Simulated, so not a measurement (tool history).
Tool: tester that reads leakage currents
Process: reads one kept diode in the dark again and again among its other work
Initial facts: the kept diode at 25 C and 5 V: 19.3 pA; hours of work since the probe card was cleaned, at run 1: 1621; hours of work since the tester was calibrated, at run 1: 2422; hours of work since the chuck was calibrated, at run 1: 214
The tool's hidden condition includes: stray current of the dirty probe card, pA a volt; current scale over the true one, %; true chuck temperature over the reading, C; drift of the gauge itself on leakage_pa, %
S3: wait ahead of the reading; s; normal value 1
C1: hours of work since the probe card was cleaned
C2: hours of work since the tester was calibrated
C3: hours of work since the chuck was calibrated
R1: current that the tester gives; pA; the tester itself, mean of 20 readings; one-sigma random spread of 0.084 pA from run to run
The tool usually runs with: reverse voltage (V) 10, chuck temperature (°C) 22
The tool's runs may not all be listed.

{"run": 1, "hour": 0.0, "reverse voltage (V)": 10, "chuck temperature (°C)": 22, "S3": 1, "C1": 1621, "C2": 2422, "C3": 214, "R1": 28.21}
{"run": 2, "hour": 53.1, "reverse voltage (V)": 10, "chuck temperature (°C)": 22, "S3": 1, "C1": 1655, "C2": 2456, "C3": 248, "R1": 28.26}
{"run": 3, "hour": 129.5, "reverse voltage (V)": 10, "chuck temperature (°C)": 22, "S3": 1, "C1": 1704, "C2": 2505, "C3": 298, "R1": 28.01}
{"run": 4, "hour": 166.5, "reverse voltage (V)": 1.8, "chuck temperature (°C)": 22, "S3": 1, "C1": 1728, "C2": 2529, "C3": 322, "R1": 9.35}
{"run": 5, "hour": 244.1, "reverse voltage (V)": 10, "chuck temperature (°C)": 22, "S3": 3.64, "C1": 1778, "C2": 2579, "C3": 372, "R1": 27.42}
{"run": 6, "hour": 321.0, "reverse voltage (V)": 10, "chuck temperature (°C)": 22, "S3": 3.64, "C1": 1828, "C2": 2629, "C3": 421, "R1": 27.39}
{"run": 7, "hour": 392.8, "reverse voltage (V)": 10, "chuck temperature (°C)": 22, "S3": 3.64, "C1": 1874, "C2": 2675, "C3": 468, "R1": 27.34}
{"run": 8, "hour": 440.3, "reverse voltage (V)": 10, "chuck temperature (°C)": 22, "S3": 1, "C1": 1905, "C2": 2706, "C3": 498, "R1": 27.65}
{"run": 9, "hour": 483.5, "reverse voltage (V)": 10, "chuck temperature (°C)": 22, "S3": 1, "C1": 1933, "C2": 2734, "C3": 526, "R1": 27.75}
{"run": 10, "hour": 523.6, "reverse voltage (V)": 10, "chuck temperature (°C)": 22, "S3": 1, "C1": 1959, "C2": 2760, "C3": 552, "R1": 27.65}
{"run": 11, "hour": 560.7, "reverse voltage (V)": 1.3, "chuck temperature (°C)": 22, "S3": 1, "C1": 1983, "C2": 2784, "C3": 576, "R1": 7.28}
{"hour": 615.7, "done": "chuck's temperature calibrated"}
{"run": 12, "hour": 619.4, "reverse voltage (V)": 10, "chuck temperature (°C)": 22, "S3": 1, "C1": 2020, "C2": 2820, "C3": 2, "R1": 31.47}
{"run": 13, "hour": 690.2, "reverse voltage (V)": 10, "chuck temperature (°C)": 22, "S3": 1, "C1": 2065, "C2": 2866, "C3": 48, "R1": 31.31}
{"run": 14, "hour": 750.7, "reverse voltage (V)": 10, "chuck temperature (°C)": 42, "S3": 1, "C1": 2104, "C2": 2905, "C3": 87, "R1": 117.32}
{"run": 15, "hour": 820.0, "reverse voltage (V)": 10, "chuck temperature (°C)": 42, "S3": 1, "C1": 2149, "C2": 2950, "C3": 132, "R1": 115.56}
{"run": 16, "hour": 865.9, "reverse voltage (V)": 10, "chuck temperature (°C)": 22, "S3": 1.3, "C1": 2179, "C2": 2979, "C3": 162, "R1": 31.09}
{"hour": 896.6, "done": "tester calibrated"}
{"run": 17, "hour": 912.3, "reverse voltage (V)": 1.4, "chuck temperature (°C)": 45, "S3": 1.65, "C1": 2207, "C2": 10, "C3": 190, "R1": 48.65}
{"run": 18, "hour": 964.1, "reverse voltage (V)": 10, "chuck temperature (°C)": 22, "S3": 0.31, "C1": 2241, "C2": 44, "C3": 224, "R1": 33.5}
{"run": 19, "hour": 1000.4, "reverse voltage (V)": 10, "chuck temperature (°C)": 40, "S3": 0.31, "C1": 2264, "C2": 67, "C3": 247, "R1": 102.54}
{"run": 20, "hour": 1040.0, "reverse voltage (V)": 10, "chuck temperature (°C)": 35, "S3": 7.75, "C1": 2290, "C2": 93, "C3": 273, "R1": 70.46}
{"run": 21, "hour": 1119.6, "reverse voltage (V)": 10, "chuck temperature (°C)": 35, "S3": 7.75, "C1": 2341, "C2": 144, "C3": 324, "R1": 69.75}
{"run": 22, "hour": 1194.9, "reverse voltage (V)": 10, "chuck temperature (°C)": 56, "S3": 1, "C1": 2390, "C2": 193, "C3": 373, "R1": 295.98}
{"run": 23, "hour": 1270.3, "reverse voltage (V)": 10, "chuck temperature (°C)": 28, "S3": 0.47, "C1": 2439, "C2": 241, "C3": 422, "R1": 45.55}
{"run": 24, "hour": 1340.0, "reverse voltage (V)": 10.9, "chuck temperature (°C)": 24, "S3": 3.87, "C1": 2484, "C2": 286, "C3": 467, "R1": 36.61}
{"run": 25, "hour": 1380.9, "reverse voltage (V)": 4.2, "chuck temperature (°C)": 36, "S3": 0.64, "C1": 2510, "C2": 313, "C3": 493, "R1": 43.62}
{"run": 26, "hour": 1439.5, "reverse voltage (V)": 4.7, "chuck temperature (°C)": 22, "S3": 6.02, "C1": 2548, "C2": 351, "C3": 531, "R1": 18.2}
{"run": 27, "hour": 1495.8, "reverse voltage (V)": 1.7, "chuck temperature (°C)": 52, "S3": 0.32, "C1": 2584, "C2": 387, "C3": 567, "R1": 81.48}
{"run": 28, "hour": 1553.3, "reverse voltage (V)": 10, "chuck temperature (°C)": 22, "S3": 0.84, "C1": 2621, "C2": 424, "C3": 604, "R1": 31.43}

4 ways to go on from here, each from the tool as it stands after run 28. What would each give?
{"hour": 1570.3, "done": "chuck's temperature calibrated"}
{"run": "A", "hour": 1628.2, "reverse voltage (V)": 2.5, "chuck temperature (°C)": 35, "S3": 0.84, "C1": 2668, "C2": 471, "C3": 37, "R1": "?"}
{"hour": 1570.3, "done": "chuck's temperature calibrated"}
{"run": "B", "hour": 1628.2, "reverse voltage (V)": 4, "chuck temperature (°C)": 20, "S3": 1, "C1": 2668, "C2": 471, "C3": 37, "R1": "?"}
{"hour": 1570.3, "done": "chuck's temperature calibrated"}
{"run": "C", "hour": 1628.2, "reverse voltage (V)": 5.9, "chuck temperature (°C)": 22, "S3": 1, "C1": 2668, "C2": 471, "C3": 37, "R1": "?"}
{"hour": 1570.3, "done": "chuck's temperature calibrated"}
{"run": "D", "hour": 1628.2, "reverse voltage (V)": 12.4, "chuck temperature (°C)": 22, "S3": 0.65, "C1": 2668, "C2": 471, "C3": 37, "R1": "?"}

run=A R1=34.03
run=B R1=16.57
run=C R1=24.35
run=D R1=41.73
Without the tool's unlogged condition, the same runs would have read:
run=A R1=31
run=B R1=11.42
run=C R1=16.77
run=D R1=25.73
